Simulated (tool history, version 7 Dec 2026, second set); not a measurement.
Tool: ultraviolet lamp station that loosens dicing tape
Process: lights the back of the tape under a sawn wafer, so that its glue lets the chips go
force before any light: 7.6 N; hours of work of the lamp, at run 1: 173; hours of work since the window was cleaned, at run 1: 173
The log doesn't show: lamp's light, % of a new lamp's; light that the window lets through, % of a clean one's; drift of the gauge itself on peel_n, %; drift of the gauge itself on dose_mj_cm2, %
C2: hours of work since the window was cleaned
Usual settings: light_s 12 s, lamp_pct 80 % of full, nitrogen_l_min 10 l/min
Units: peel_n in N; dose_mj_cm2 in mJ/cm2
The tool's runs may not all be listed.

{"run": 1, "hour": 0.0, "light_s": 12, "lamp_pct": 80, "nitrogen_l_min": 10, "hours of work of the lamp": 173, "C2": 173, "peel_n": 0.544, "dose_mj_cm2": 242}
{"run": 2, "hour": 37.8, "light_s": 12, "lamp_pct": 80, "nitrogen_l_min": 10, "hours of work of the lamp": 198, "C2": 198, "peel_n": 0.554, "dose_mj_cm2": 232}
{"run": 3, "hour": 81.8, "light_s": 12, "lamp_pct": 80, "nitrogen_l_min": 10, "hours of work of the lamp": 226, "C2": 226, "peel_n": 0.563, "dose_mj_cm2": 235}
{"run": 4, "hour": 116.5, "light_s": 20, "lamp_pct": 80, "nitrogen_l_min": 10, "hours of work of the lamp": 248, "C2": 248, "peel_n": 0.21, "dose_mj_cm2": 391}
{"run": 5, "hour": 176.5, "light_s": 20, "lamp_pct": 80, "nitrogen_l_min": 10, "hours of work of the lamp": 287, "C2": 287, "peel_n": 0.216, "dose_mj_cm2": 393}
{"run": 6, "hour": 232.7, "light_s": 20, "lamp_pct": 80, "nitrogen_l_min": 10, "hours of work of the lamp": 324, "C2": 324, "peel_n": 0.209, "dose_mj_cm2": 382}
{"run": 7, "hour": 285.4, "light_s": 20, "lamp_pct": 80, "nitrogen_l_min": 10, "hours of work of the lamp": 358, "C2": 358, "peel_n": 0.208, "dose_mj_cm2": 383}
{"run": 8, "hour": 332.6, "light_s": 12, "lamp_pct": 80, "nitrogen_l_min": 10, "hours of work of the lamp": 388, "C2": 388, "peel_n": 0.598, "dose_mj_cm2": 228}
{"run": 9, "hour": 365.0, "light_s": 11, "lamp_pct": 80, "nitrogen_l_min": 10, "hours of work of the lamp": 409, "C2": 409, "peel_n": 0.736, "dose_mj_cm2": 208}
{"run": 10, "hour": 421.9, "light_s": 11, "lamp_pct": 80, "nitrogen_l_min": 10, "hours of work of the lamp": 446, "C2": 446, "peel_n": 0.748, "dose_mj_cm2": 204}
{"run": 11, "hour": 470.2, "light_s": 11, "lamp_pct": 80, "nitrogen_l_min": 10, "hours of work of the lamp": 477, "C2": 477, "peel_n": 0.752, "dose_mj_cm2": 204}
{"run": 12, "hour": 526.5, "light_s": 12, "lamp_pct": 80, "nitrogen_l_min": 3, "hours of work of the lamp": 513, "C2": 513, "peel_n": 1.584, "dose_mj_cm2": 222}
{"run": 13, "hour": 558.5, "light_s": 12, "lamp_pct": 80, "nitrogen_l_min": 10, "hours of work of the lamp": 534, "C2": 534, "peel_n": 0.653, "dose_mj_cm2": 218}
{"run": 14, "hour": 611.5, "light_s": 12, "lamp_pct": 80, "nitrogen_l_min": 10, "hours of work of the lamp": 568, "C2": 568, "peel_n": 0.674, "dose_mj_cm2": 217}
{"run": 15, "hour": 665.5, "light_s": 12, "lamp_pct": 80, "nitrogen_l_min": 10, "hours of work of the lamp": 603, "C2": 603, "peel_n": 0.724, "dose_mj_cm2": 217}
{"run": 16, "hour": 695.9, "light_s": 12, "lamp_pct": 80, "nitrogen_l_min": 10, "hours of work of the lamp": 623, "C2": 623, "peel_n": 0.71, "dose_mj_cm2": 217}
{"hour": 702.2, "done": "window cleaned of glue's vapour"}
{"run": 17, "hour": 750.8, "light_s": 12, "lamp_pct": 80, "nitrogen_l_min": 10, "hours of work of the lamp": 658, "C2": 31, "peel_n": 0.629, "dose_mj_cm2": 221}
{"run": 18, "hour": 792.9, "light_s": 12, "lamp_pct": 80, "nitrogen_l_min": 10, "hours of work of the lamp": 685, "C2": 59, "peel_n": 0.651, "dose_mj_cm2": 221}
{"run": 19, "hour": 827.6, "light_s": 12, "lamp_pct": 80, "nitrogen_l_min": 10, "hours of work of the lamp": 707, "C2": 81, "peel_n": 0.666, "dose_mj_cm2": 221}
{"run": 20, "hour": 860.0, "light_s": 12, "lamp_pct": 80, "nitrogen_l_min": 14, "hours of work of the lamp": 728, "C2": 102, "peel_n": 0.508, "dose_mj_cm2": 217}
{"run": 21, "hour": 896.8, "light_s": 12, "lamp_pct": 80, "nitrogen_l_min": 14, "hours of work of the lamp": 752, "C2": 126, "peel_n": 0.527, "dose_mj_cm2": 217}
{"run": 22, "hour": 934.9, "light_s": 12, "lamp_pct": 67, "nitrogen_l_min": 10, "hours of work of the lamp": 777, "C2": 150, "peel_n": 0.952, "dose_mj_cm2": 182}
{"run": 23, "hour": 969.9, "light_s": 12, "lamp_pct": 67, "nitrogen_l_min": 10, "hours of work of the lamp": 799, "C2": 173, "peel_n": 0.942, "dose_mj_cm2": 182}
{"run": 24, "hour": 998.5, "light_s": 18, "lamp_pct": 71, "nitrogen_l_min": 6, "hours of work of the lamp": 818, "C2": 191, "peel_n": 0.587, "dose_mj_cm2": 289}
{"run": 25, "hour": 1023.9, "light_s": 12, "lamp_pct": 85, "nitrogen_l_min": 4, "hours of work of the lamp": 834, "C2": 208, "peel_n": 1.242, "dose_mj_cm2": 227}
{"run": 26, "hour": 1067.1, "light_s": 7, "lamp_pct": 80, "nitrogen_l_min": 3, "hours of work of the lamp": 862, "C2": 236, "peel_n": 3.048, "dose_mj_cm2": 123}
{"run": 27, "hour": 1105.0, "light_s": 12, "lamp_pct": 80, "nitrogen_l_min": 12, "hours of work of the lamp": 886, "C2": 260, "peel_n": 0.615, "dose_mj_cm2": 217}
{"run": 28, "hour": 1150.9, "light_s": 23, "lamp_pct": 80, "nitrogen_l_min": 3, "hours of work of the lamp": 916, "C2": 290, "peel_n": 0.511, "dose_mj_cm2": 407}
{"run": 29, "hour": 1181.2, "light_s": 14, "lamp_pct": 67, "nitrogen_l_min": 14, "hours of work of the lamp": 936, "C2": 309, "peel_n": 0.621, "dose_mj_cm2": 203}
{"run": 30, "hour": 1215.2, "light_s": 14, "lamp_pct": 67, "nitrogen_l_min": 14, "hours of work of the lamp": 958, "C2": 331, "peel_n": 0.606, "dose_mj_cm2": 204}
{"run": 31, "hour": 1252.0, "light_s": 14, "lamp_pct": 67, "nitrogen_l_min": 14, "hours of work of the lamp": 981, "C2": 355, "peel_n": 0.6, "dose_mj_cm2": 205}
{"run": 32, "hour": 1307.4, "light_s": 12, "lamp_pct": 80, "nitrogen_l_min": 10, "hours of work of the lamp": 1017, "C2": 391, "peel_n": 0.762, "dose_mj_cm2": 207}
{"run": 33, "hour": 1332.6, "light_s": 12, "lamp_pct": 80, "nitrogen_l_min": 10, "hours of work of the lamp": 1033, "C2": 407, "peel_n": 0.767, "dose_mj_cm2": 204}
{"run": 34, "hour": 1389.2, "light_s": 12, "lamp_pct": 80, "nitrogen_l_min": 8, "hours of work of the lamp": 1070, "C2": 444, "peel_n": 0.92, "dose_mj_cm2": 205}
{"run": 35, "hour": 1418.6, "light_s": 10, "lamp_pct": 85, "nitrogen_l_min": 10, "hours of work of the lamp": 1089, "C2": 463, "peel_n": 0.993, "dose_mj_cm2": 179}
{"run": 36, "hour": 1453.1, "light_s": 12, "lamp_pct": 97, "nitrogen_l_min": 8, "hours of work of the lamp": 1111, "C2": 485, "peel_n": 0.614, "dose_mj_cm2": 249}
{"run": 37, "hour": 1509.1, "light_s": 13, "lamp_pct": 99, "nitrogen_l_min": 13, "hours of work of the lamp": 1147, "C2": 521, "peel_n": 0.352, "dose_mj_cm2": 262}

Run 38 comes next. What will it give?
{"run": 38, "hour": 1540.6, "light_s": 12, "lamp_pct": 69, "nitrogen_l_min": 10, "hours of work of the lamp": 1168, "C2": 541, "peel_n": "?", "dose_mj_cm2": "?"}

Run 38 gave peel_n 1.064 N, dose_mj_cm2 170 mJ/cm2.
Without the tool's hidden state the same run would have given peel_n 0.658 N, dose_mj_cm2 218 mJ/cm2.
